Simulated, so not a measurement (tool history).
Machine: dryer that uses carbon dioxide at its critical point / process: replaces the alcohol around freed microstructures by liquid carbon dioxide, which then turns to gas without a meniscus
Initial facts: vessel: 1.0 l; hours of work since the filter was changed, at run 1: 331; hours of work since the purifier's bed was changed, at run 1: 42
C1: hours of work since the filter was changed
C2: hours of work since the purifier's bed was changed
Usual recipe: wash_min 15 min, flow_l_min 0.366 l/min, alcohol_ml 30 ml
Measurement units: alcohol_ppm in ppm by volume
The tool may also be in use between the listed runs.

run 1 day=0.000 | wash_min=15 flow_l_min=0.366 alcohol_ml=30 | C1=331 C2=42 | alcohol_ppm=342
run 2 day=0.404 | wash_min=15 flow_l_min=0.366 alcohol_ml=30 | C1=336 C2=47 | alcohol_ppm=338
run 3 day=1.025 | wash_min=24 flow_l_min=0.366 alcohol_ml=30 | C1=344 C2=54 | alcohol_ppm=40
run 4 day=1.454 | wash_min=15 flow_l_min=0.234 alcohol_ml=30 | C1=350 C2=60 | alcohol_ppm=1573
run 5 day=2.096 | wash_min=12 flow_l_min=0.366 alcohol_ml=30 | C1=358 C2=68 | alcohol_ppm=845
run 6 day=2.638 | wash_min=12 flow_l_min=0.366 alcohol_ml=30 | C1=364 C2=75 | alcohol_ppm=841
run 7 day=2.992 | wash_min=15 flow_l_min=0.423 alcohol_ml=30 | C1=369 C2=79 | alcohol_ppm=190
run 8 day=3.446 | wash_min=15 flow_l_min=0.521 alcohol_ml=30 | C1=374 C2=85 | alcohol_ppm=68
run 9 day=4.058 | wash_min=15 flow_l_min=0.521 alcohol_ml=51 | C1=382 C2=92 | alcohol_ppm=120
run 10 day=4.596 | wash_min=15 flow_l_min=0.366 alcohol_ml=57 | C1=389 C2=99 | alcohol_ppm=668
run 11 day=5.329 | wash_min=15 flow_l_min=0.366 alcohol_ml=30 | C1=398 C2=108 | alcohol_ppm=362
run 12 day=5.858 | wash_min=15 flow_l_min=0.366 alcohol_ml=30 | C1=404 C2=115 | alcohol_ppm=366
run 13 day=6.371 | wash_min=15 flow_l_min=0.366 alcohol_ml=30 | C1=411 C2=121 | alcohol_ppm=371
run 14 day=6.779 | wash_min=15 flow_l_min=0.366 alcohol_ml=58 | C1=416 C2=126 | alcohol_ppm=711
run 15 day=7.300 | wash_min=15 flow_l_min=0.366 alcohol_ml=30 | C1=422 C2=133 | alcohol_ppm=379
run 16 day=7.783 | wash_min=11 flow_l_min=0.366 alcohol_ml=30 | C1=428 C2=139 | alcohol_ppm=1164
run 17 day=8.379 | wash_min=11 flow_l_min=0.366 alcohol_ml=30 | C1=436 C2=146 | alcohol_ppm=1193
run 18 day=8.842 | wash_min=11 flow_l_min=0.366 alcohol_ml=65 | C1=442 C2=152 | alcohol_ppm=2623
run 19 day=9.167 | wash_min=15 flow_l_min=0.366 alcohol_ml=30 | C1=446 C2=156 | alcohol_ppm=390
run 20 day=9.775 | wash_min=15 flow_l_min=0.366 alcohol_ml=30 | C1=453 C2=163 | alcohol_ppm=387
run 21 day=10.092 | wash_min=19 flow_l_min=0.341 alcohol_ml=96 | C1=457 C2=167 | alcohol_ppm=543
run 22 day=10.675 | wash_min=22 flow_l_min=0.445 alcohol_ml=42 | C1=464 C2=175 | alcohol_ppm=41
run 23 day=11.125 | wash_min=22 flow_l_min=0.445 alcohol_ml=42 | C1=470 C2=180 | alcohol_ppm=39
run 24 day=11.838 | wash_min=16 flow_l_min=0.445 alcohol_ml=42 | C1=479 C2=189 | alcohol_ppm=173
run 25 day=12.583 | wash_min=15 flow_l_min=0.238 alcohol_ml=24 | C1=488 C2=198 | alcohol_ppm=1365
run 26 day=13.212 | wash_min=15 flow_l_min=0.382 alcohol_ml=113 | C1=496 C2=206 | alcohol_ppm=1251
run 27 day=13.767 | wash_min=20 flow_l_min=0.220 alcohol_ml=30 | C1=503 C2=213 | alcohol_ppm=885
run 28 day=14.162 | wash_min=15 flow_l_min=0.417 alcohol_ml=84 | C1=508 C2=218 | alcohol_ppm=644
run 29 day=14.629 | wash_min=13 flow_l_min=0.606 alcohol_ml=58 | C1=514 C2=224 | alcohol_ppm=145
run 30 day=15.375 | wash_min=13 flow_l_min=0.307 alcohol_ml=41 | C1=523 C2=233 | alcohol_ppm=1764
run 31 day=16.058 | wash_min=10 flow_l_min=0.290 alcohol_ml=40 | C1=532 C2=242 | alcohol_ppm=4097
run 32 day=16.438 | wash_min=9 flow_l_min=0.299 alcohol_ml=28 | C1=536 C2=246 | alcohol_ppm=3360
run 33 day=17.079 | wash_min=18 flow_l_min=0.299 alcohol_ml=42 | C1=544 C2=254 | alcohol_ppm=634
run 34 day=17.688 | wash_min=16 flow_l_min=0.366 alcohol_ml=30 | C1=552 C2=262 | alcohol_ppm=333
run 35 day=18.350 | wash_min=16 flow_l_min=0.366 alcohol_ml=30 | C1=560 C2=270 | alcohol_ppm=328
run 36 day=18.696 | wash_min=15 flow_l_min=0.589 alcohol_ml=30 | C1=564 C2=275 | alcohol_ppm=66
run 37 day=19.171 | wash_min=15 flow_l_min=0.366 alcohol_ml=47 | C1=570 C2=281 | alcohol_ppm=667
run 38 day=19.612 | wash_min=15 flow_l_min=0.366 alcohol_ml=47 | C1=576 C2=286 | alcohol_ppm=671
run 39 day=20.175 | wash_min=15 flow_l_min=0.366 alcohol_ml=23 | C1=583 C2=293 | alcohol_ppm=349
run 40 day=20.583 | wash_min=15 flow_l_min=0.366 alcohol_ml=23 | C1=588 C2=298 | alcohol_ppm=345

For each run, the measured value with the value that run would have given without the tool's hidden condition subtracted. The run-to-run variation is shared by both, the gauge scatter possibly not:
Hidden conditions of the tool in this case: flow that reaches the vessel past the clogged filter, %; alcohol in the recycled carbon dioxide, ppm; drift of the gauge itself on alcohol_ppm, %.
run=1 alcohol_ppm=+89
run=2 alcohol_ppm=+90
run=3 alcohol_ppm=+14
run=4 alcohol_ppm=+295
run=5 alcohol_ppm=+196
run=6 alcohol_ppm=+196
run=7 alcohol_ppm=+63
run=8 alcohol_ppm=+29
run=9 alcohol_ppm=+44
run=10 alcohol_ppm=+203
run=11 alcohol_ppm=+116
run=12 alcohol_ppm=+117
run=13 alcohol_ppm=+122
run=14 alcohol_ppm=+230
run=15 alcohol_ppm=+127
run=16 alcohol_ppm=+296
run=17 alcohol_ppm=+308
run=18 alcohol_ppm=+674
run=19 alcohol_ppm=+134
run=20 alcohol_ppm=+136
run=21 alcohol_ppm=+219
run=22 alcohol_ppm=+24
run=23 alcohol_ppm=+24
run=24 alcohol_ppm=+81
run=25 alcohol_ppm=+356
run=26 alcohol_ppm=+478
run=27 alcohol_ppm=+287
run=28 alcohol_ppm=+267
run=29 alcohol_ppm=+82
run=30 alcohol_ppm=+528
run=31 alcohol_ppm=+940
run=32 alcohol_ppm=+730
run=33 alcohol_ppm=+254
run=34 alcohol_ppm=+150
run=35 alcohol_ppm=+150
run=36 alcohol_ppm=+41
run=37 alcohol_ppm=+279
run=38 alcohol_ppm=+286
run=39 alcohol_ppm=+153
run=40 alcohol_ppm=+155
